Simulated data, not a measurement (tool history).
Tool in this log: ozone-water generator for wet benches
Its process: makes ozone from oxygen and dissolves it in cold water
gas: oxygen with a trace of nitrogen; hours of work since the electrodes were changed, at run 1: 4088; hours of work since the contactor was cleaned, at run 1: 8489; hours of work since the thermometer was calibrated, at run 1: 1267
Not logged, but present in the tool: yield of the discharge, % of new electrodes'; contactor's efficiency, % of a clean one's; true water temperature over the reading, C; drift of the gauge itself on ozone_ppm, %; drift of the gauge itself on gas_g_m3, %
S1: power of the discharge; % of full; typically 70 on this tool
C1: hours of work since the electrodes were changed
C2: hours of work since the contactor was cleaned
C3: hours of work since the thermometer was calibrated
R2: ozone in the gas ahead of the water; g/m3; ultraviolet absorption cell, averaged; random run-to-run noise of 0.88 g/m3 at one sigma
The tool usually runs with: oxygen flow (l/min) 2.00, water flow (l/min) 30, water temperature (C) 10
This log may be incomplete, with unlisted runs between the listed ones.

Run 1, hour 0.0: usual settings; C1 4088; C2 8489; C3 1267. Result: dissolved ozone (ppm) 5.5, R2 131.0 g/m3.
Run 2, hour 100.3: usual settings; C1 4183; C2 8584; C3 1362. Result: dissolved ozone (ppm) 5.4, R2 130.8 g/m3.
Run 3, hour 169.2: usual settings; C1 4248; C2 8650; C3 1428. Result: dissolved ozone (ppm) 5.2, R2 132.6 g/m3.
Run 4, hour 264.1: usual settings; C1 4339; C2 8740; C3 1518. Result: dissolved ozone (ppm) 5.3, R2 131.0 g/m3.
Run 5, hour 351.2: usual settings; C1 4422; C2 8823; C3 1601. Result: dissolved ozone (ppm) 5.3, R2 129.3 g/m3.
Run 6, hour 442.1: usual settings but oxygen flow (l/min) 2.67; C1 4508; C2 8909; C3 1687. Result: dissolved ozone (ppm) 5.6, R2 109.6 g/m3.
Run 7, hour 571.7: usual settings but oxygen flow (l/min) 2.67; C1 4631; C2 9033; C3 1811. Result: dissolved ozone (ppm) 5.6, R2 109.0 g/m3.
Run 8, hour 663.4: usual settings but oxygen flow (l/min) 2.67; C1 4718; C2 9120; C3 1898. Result: dissolved ozone (ppm) 5.6, R2 108.4 g/m3.
Run 9, hour 784.3: usual settings but S1 52 % of full; C1 4833; C2 9235; C3 2013. Result: dissolved ozone (ppm) 4.5, R2 109.5 g/m3.
At hour 817.0: contactor cleaned.
Run 10, hour 923.5: usual settings; C1 4962; C2 101; C3 2141. Result: dissolved ozone (ppm) 5.6, R2 128.5 g/m3.
Run 11, hour 1028.8: usual settings but oxygen flow (l/min) 1.68; C1 5062; C2 201; C3 2242. Result: dissolved ozone (ppm) 5.3, R2 141.3 g/m3.
Run 12, hour 1102.6: usual settings but oxygen flow (l/min) 1.68; C1 5132; C2 272; C3 2312. Result: dissolved ozone (ppm) 5.1, R2 140.8 g/m3.
Run 13, hour 1234.9: usual settings but oxygen flow (l/min) 1.68; C1 5258; C2 397; C3 2438. Result: dissolved ozone (ppm) 5.4, R2 141.7 g/m3.
Run 14, hour 1306.3: usual settings; C1 5326; C2 465; C3 2505. Result: dissolved ozone (ppm) 5.5, R2 126.8 g/m3.
Run 15, hour 1431.4: usual settings; C1 5445; C2 584; C3 2624. Result: dissolved ozone (ppm) 5.5, R2 125.7 g/m3.
Run 16, hour 1553.3: usual settings; C1 5561; C2 700; C3 2740. Result: dissolved ozone (ppm) 5.7, R2 127.4 g/m3.
Run 17, hour 1636.1: usual settings but oxygen flow (l/min) 1.26; C1 5640; C2 779; C3 2819. Result: dissolved ozone (ppm) 4.7, R2 164.7 g/m3.
Run 18, hour 1764.9: usual settings but oxygen flow (l/min) 1.97, water flow (l/min) 48, water temperature (C) 16; C1 5762; C2 901; C3 2942. Result: dissolved ozone (ppm) 3.1, R2 126.9 g/m3.
Run 19, hour 1872.2: usual settings but oxygen flow (l/min) 1.97, water flow (l/min) 48, water temperature (C) 16; C1 5864; C2 1004; C3 3044. Result: dissolved ozone (ppm) 3.0, R2 125.8 g/m3.
Run 20, hour 2002.8: usual settings but oxygen flow (l/min) 1.97, water flow (l/min) 48, water temperature (C) 16; C1 5988; C2 1128; C3 3168. Result: dissolved ozone (ppm) 3.2, R2 124.8 g/m3.
Run 21, hour 2087.2: usual settings but oxygen flow (l/min) 1.57; C1 6069; C2 1208; C3 3248. Result: dissolved ozone (ppm) 5.1, R2 142.9 g/m3.
Run 22, hour 2159.0: usual settings but oxygen flow (l/min) 1.57; C1 6137; C2 1276; C3 3316. Result: dissolved ozone (ppm) 5.1, R2 142.2 g/m3.
Run 23, hour 2297.3: usual settings but water temperature (C) 6; C1 6268; C2 1408; C3 3448. Result: dissolved ozone (ppm) 5.3, R2 124.4 g/m3.
Run 24, hour 2387.0: usual settings but water temperature (C) 6; C1 6354; C2 1493; C3 3533. Result: dissolved ozone (ppm) 5.4, R2 122.4 g/m3.
Run 25, hour 2508.5: usual settings but water temperature (C) 6; C1 6469; C2 1609; C3 3649. Result: dissolved ozone (ppm) 5.4, R2 122.5 g/m3.
Run 26, hour 2615.2: usual settings but water temperature (C) 6; C1 6571; C2 1710; C3 3750. Result: dissolved ozone (ppm) 5.3, R2 122.1 g/m3.
Run 27, hour 2760.8: usual settings but S1 80 % of full, water flow (l/min) 22, water temperature (C) 6; C1 6709; C2 1849; C3 3889. Result: dissolved ozone (ppm) 7.9, R2 131.7 g/m3.
Run 28, hour 2824.6: usual settings but S1 48 % of full, water flow (l/min) 22, water temperature (C) 6; C1 6770; C2 1909; C3 3949. Result: dissolved ozone (ppm) 6.0, R2 100.3 g/m3.
Run 29, hour 2939.7: usual settings but S1 48 % of full, water flow (l/min) 22, water temperature (C) 6; C1 6879; C2 2019; C3 4059. Result: dissolved ozone (ppm) 6.0, R2 101.1 g/m3.
Run 30, hour 3059.9: usual settings but S1 51 % of full, oxygen flow (l/min) 3.50, water flow (l/min) 31, water temperature (C) 12; C1 6994; C2 2133; C3 4173. Result: dissolved ozone (ppm) 4.8, R2 73.6 g/m3.
Run 31, hour 3204.1: usual settings but S1 45 % of full, oxygen flow (l/min) 1.16, water flow (l/min) 21, water temperature (C) 7; C1 7131; C2 2270; C3 4310. Result: dissolved ozone (ppm) 5.1, R2 131.8 g/m3.
Run 32, hour 3291.2: usual settings but S1 90 % of full, oxygen flow (l/min) 1.97, water flow (l/min) 34, water temperature (C) 9; C1 7214; C2 2353; C3 4393. Result: dissolved ozone (ppm) 5.1, R2 138.0 g/m3.

Here are 5 independent what-if runs from the current tool condition. What would each one return?
Run A, hour 3413.2: usual settings but water flow (l/min) 24; C1 7330; C2 2469; C3 4509. Result: dissolved ozone (ppm) ?, R2 ?.
Run B, hour 3413.2: usual settings but S1 45 % of full, oxygen flow (l/min) 1.50, water flow (l/min) 34, water temperature (C) 9; C1 7330; C2 2469; C3 4509. Result: dissolved ozone (ppm) ?, R2 ?.
Run C, hour 3413.2: usual settings but S1 53 % of full, oxygen flow (l/min) 1.07, water temperature (C) 8; C1 7330; C2 2469; C3 4509. Result: dissolved ozone (ppm) ?, R2 ?.
Run D, hour 3413.2: usual settings but S1 71 % of full, oxygen flow (l/min) 1.97, water flow (l/min) 29, water temperature (C) 9; C1 7330; C2 2469; C3 4509. Result: dissolved ozone (ppm) ?, R2 ?.
Run E, hour 3413.2: usual settings but water flow (l/min) 47; C1 7330; C2 2469; C3 4509. Result: dissolved ozone (ppm) ?, R2 ?.

run  dissolved ozone (ppm)     R2
  A                    6.4  120.9
  B                    3.3  113.2
  C                    3.7  151.6
  D                    5.4  122.7
  E                    3.4  118.8
With the hidden condition removed and each run's random variation left untouched, the same runs would have given:
run  dissolved ozone (ppm)     R2
  A                    7.8  144.4
  B                    3.9  129.4
  C                    4.4  176.1
  D                    6.6  146.8
  E                    4.1  142.1

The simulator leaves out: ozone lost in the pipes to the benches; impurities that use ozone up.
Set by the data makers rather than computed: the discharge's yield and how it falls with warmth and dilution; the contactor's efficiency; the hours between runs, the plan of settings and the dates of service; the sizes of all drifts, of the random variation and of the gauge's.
